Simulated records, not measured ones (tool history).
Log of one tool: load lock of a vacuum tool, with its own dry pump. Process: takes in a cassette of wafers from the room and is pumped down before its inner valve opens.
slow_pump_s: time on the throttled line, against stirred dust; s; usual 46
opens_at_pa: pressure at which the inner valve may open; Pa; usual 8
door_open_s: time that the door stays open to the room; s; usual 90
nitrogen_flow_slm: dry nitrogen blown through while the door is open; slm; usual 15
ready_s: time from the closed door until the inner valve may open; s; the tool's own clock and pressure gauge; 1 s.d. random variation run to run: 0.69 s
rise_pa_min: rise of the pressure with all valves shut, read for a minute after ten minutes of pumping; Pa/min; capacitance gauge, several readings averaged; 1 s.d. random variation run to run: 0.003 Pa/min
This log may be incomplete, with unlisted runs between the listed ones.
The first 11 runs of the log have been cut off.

run    hour  slow_pump_s  opens_at_pa  door_open_s  nitrogen_flow_slm  incoming humidity of the room's air, %  ready_s  rise_pa_min
 12  1594.3           46            8           90                 15                                    42.8    103.0        0.045
 13  1702.6           46            8           90                 15                                    43.3    103.8        0.037
 14  1904.6           46            8           90                 15                                    42.8    103.6        0.037
 15  2073.9           46            6           90                 15                                    42.6    105.3        0.042
 16  2208.9           46            6           90                 15                                    41.6    105.6        0.037
 17  2364.1           46            8           55                 15                                    42.2    102.5        0.036
 18  2484.0           46            8           55                 15                                    46.8    104.4        0.036
 19  2693.4           46            8           55                  6                                    41.9    102.9        0.040

Predict the results of run 20:
 20  2838.9           28            8           55                  6                                    46.3        ?            ?

Run 20 came out at ready_s 90.8 s, rise_pa_min 0.045 Pa/min.
On a tool with no hidden condition, and with the same random variation, this run would have come out at ready_s 90.7 s, rise_pa_min 0.044 Pa/min.
